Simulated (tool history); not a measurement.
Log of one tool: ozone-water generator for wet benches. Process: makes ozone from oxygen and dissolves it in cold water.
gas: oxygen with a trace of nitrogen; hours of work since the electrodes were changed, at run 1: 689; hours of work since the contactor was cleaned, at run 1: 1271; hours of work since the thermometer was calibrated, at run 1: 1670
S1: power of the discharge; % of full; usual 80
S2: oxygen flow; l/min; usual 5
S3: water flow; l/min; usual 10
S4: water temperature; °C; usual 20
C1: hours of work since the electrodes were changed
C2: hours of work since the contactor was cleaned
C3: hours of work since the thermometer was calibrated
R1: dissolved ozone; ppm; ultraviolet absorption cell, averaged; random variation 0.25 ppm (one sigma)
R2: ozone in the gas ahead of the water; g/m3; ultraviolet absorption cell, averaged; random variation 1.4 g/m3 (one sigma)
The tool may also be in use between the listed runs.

run   hour  S1    S2  S3  S4    C1    C2    C3    R1     R2
  1      0  80     5  10  20   689  1271  1670  36.5  257.2
  2   50.7  80     5  10  20   735  1317  1716  36.4  256.5
  3  102.6  80     5  10  20   782  1364  1763  36.4  256.2
  4  135.6  80     5   8  20   812  1394  1793    42  255.2
  5  159.6  80     5   8  20   834  1416  1815  41.6  255.4
  6  194.2  80     5  10  20   865  1447  1846  36.2  256.7
  7  218.6  80     5  10  20   887  1469  1868    36  254.1
  8  250.2  80     5  10  20   916  1498  1897  35.8    253
     258.8  -- contactor cleaned
  9  296.2  80     5   9  20   954    34  1935  38.2  257.9
 10  343.2  60     5  10  20   996    76  1977  28.4  203.4
 11  381.3  80     5  15  20  1031   111  2012  26.1  253.2
 12  410.6  80     5  10  20  1057   137  2038  35.7  254.1
 13    438  80  4.02  10  16  1082   162  2063  37.6  274.3
 14  485.4  61  3.68  12  16  1125   205  2106  26.2  229.6
     493.9  -- contactor cleaned, once more
 15  526.3  61  2.52   6  16  1159    29  2140  42.3  261.6
 16  574.4  61  2.52   6  16  1202    73  2183  42.5  262.5
 17    614  61  2.52   6  16  1238   109  2219  42.5  260.9
 18  641.7  61  2.52   6  16  1263   134  2244  42.5  259.4
 19  671.4  61  2.52   6  16  1290   161  2271  41.8  262.3
 20  695.2  57  2.52  12  27  1311   182  2293  19.6  245.4
 21  727.5  93  2.52  12  19  1341   212  2322  32.4  356.7
 22  779.4  93  2.52  12  19  1388   258  2369  32.2  359.8
 23  814.3  80     5  10  16  1419   290  2400  38.5  251.4
 24  853.7  80     5  10  16  1455   326  2436  38.5  250.2

The same runs without the tool's hidden state, with the same run-to-run variation:
The hidden state here: yield of the discharge, % of new electrodes'; contactor's efficiency, % of a clean one's; true water temperature over the reading, C; drift of the gauge itself on ozone_ppm, %; drift of the gauge itself on gas_g_m3, %.
run    R1     R2
  1    38  264.1
  2    38  263.8
  3  38.1  263.8
  4  43.9  263.1
  5  43.5  263.6
  6    38  265.1
  7  37.9  262.7
  8  37.6  261.8
  9  40.4  267.2
 10  29.9  209.5
 11  27.9  263.1
 12    38  264.3
 13    40  285.6
 14  27.7  237.4
 15  43.9  270.9
 16  44.2  272.1
 17  44.3  270.8
 18  44.3  269.4
 19  43.6  272.6
 20  20.5  254.6
 21  34.5  376.9
 22  34.3  380.9
 23  40.9  264.9
 24  40.9    264
